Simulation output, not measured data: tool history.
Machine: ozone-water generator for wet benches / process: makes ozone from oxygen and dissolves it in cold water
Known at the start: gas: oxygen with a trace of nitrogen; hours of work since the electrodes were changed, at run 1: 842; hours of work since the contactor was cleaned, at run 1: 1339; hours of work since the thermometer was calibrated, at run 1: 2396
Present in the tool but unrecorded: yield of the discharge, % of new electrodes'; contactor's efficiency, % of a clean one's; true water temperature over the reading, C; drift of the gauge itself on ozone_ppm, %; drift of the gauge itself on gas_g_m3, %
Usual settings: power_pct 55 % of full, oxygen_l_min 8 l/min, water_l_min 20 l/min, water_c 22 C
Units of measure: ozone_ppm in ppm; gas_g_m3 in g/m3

| run | hour | power_pct | oxygen_l_min | water_l_min | water_c | hours of work since the electrodes were changed | hours of work since the contactor was cleaned | hours of work since the thermometer was calibrated | ozone_ppm | gas_g_m3 |
|---|---|---|---|---|---|---|---|---|---|---|
| 1 | 0 | 55 | 8 | 20 | 22 | 842 | 1339 | 2396 | 17.4 | 170.4 |
| 2 | 26.7 | 55 | 8 | 20 | 22 | 862 | 1359 | 2416 | 17.2 | 171.9 |
| 3 | 43 | 55 | 8 | 20 | 22 | 874 | 1371 | 2428 | 17.5 | 173.5 |
| 4 | 66 | 55 | 8 | 20 | 22 | 892 | 1388 | 2446 | 17 | 174 |
| 5 | 86.5 | 55 | 8 | 20 | 22 | 907 | 1404 | 2461 | 17.2 | 171.3 |
| 6 | 112.7 | 55 | 8 | 20 | 22 | 926 | 1423 | 2481 | 17 | 170.7 |
| 7 | 131.6 | 55 | 8 | 20 | 22 | 941 | 1437 | 2495 | 17.1 | 171.2 |
| 8 | 153.6 | 55 | 4.41 | 20 | 22 | 957 | 1454 | 2511 | 16.9 | 226.6 |
| 9 | 188 | 55 | 4.41 | 20 | 22 | 983 | 1480 | 2537 | 16.8 | 225.1 |
| 10 | 218.9 | 55 | 4.41 | 23 | 16 | 1006 | 1503 | 2560 | 16.3 | 226.2 |
| 11 | 240.7 | 55 | 6.1 | 14 | 17 | 1022 | 1519 | 2576 | 23.8 | 194.2 |
| 12 | 276.6 | 55 | 6.1 | 14 | 17 | 1049 | 1546 | 2603 | 23.5 | 193.3 |
| 13 | 301.5 | 55 | 7.93 | 20 | 16 | 1068 | 1565 | 2622 | 18.6 | 172.6 |
| 14 | 330.1 | 55 | 5.74 | 20 | 23 | 1089 | 1586 | 2643 | 17 | 200.3 |
| 15 | 359.3 | 59 | 7.49 | 20 | 26 | 1111 | 1608 | 2665 | 16.7 | 185 |
| 16 | 380.2 | 97 | 8.86 | 23 | 18 | 1126 | 1623 | 2681 | 23.5 | 228.3 |
| 17 | 397.2 | 97 | 8.86 | 23 | 18 | 1139 | 1636 | 2693 | 23.5 | 226.8 |
| 18 | 418.1 | 92 | 8 | 13 | 24 | 1155 | 1652 | 2709 | 28.1 | 232.2 |

Here are 5 independent what-if runs from the current tool condition. What would each one return?
| A | 450.4 | 79 | 12.06 | 13 | 15 | 1179 | 1676 | 2733 | ? | ? |
| B | 450.4 | 55 | 6.53 | 20 | 22 | 1179 | 1676 | 2733 | ? | ? |
| C | 450.4 | 55 | 11.36 | 20 | 22 | 1179 | 1676 | 2733 | ? | ? |
| D | 450.4 | 87 | 13.47 | 20 | 19 | 1179 | 1676 | 2733 | ? | ? |
| E | 450.4 | 60 | 12.62 | 13 | 26 | 1179 | 1676 | 2733 | ? | ? |

| run | ozone_ppm | gas_g_m3 |
|---|---|---|
| A | 29.2 | 174 |
| B | 17.1 | 189.9 |
| C | 16.8 | 146 |
| D | 22.3 | 175.4 |
| E | 18.9 | 145.5 |
What these runs would have given with no unlogged condition in the tool:
| run | ozone_ppm | gas_g_m3 |
|---|---|---|
| A | 29.2 | 174.1 |
| B | 17.1 | 189.9 |
| C | 16.8 | 146.1 |
| D | 22.3 | 175.5 |
| E | 18.9 | 145.5 |
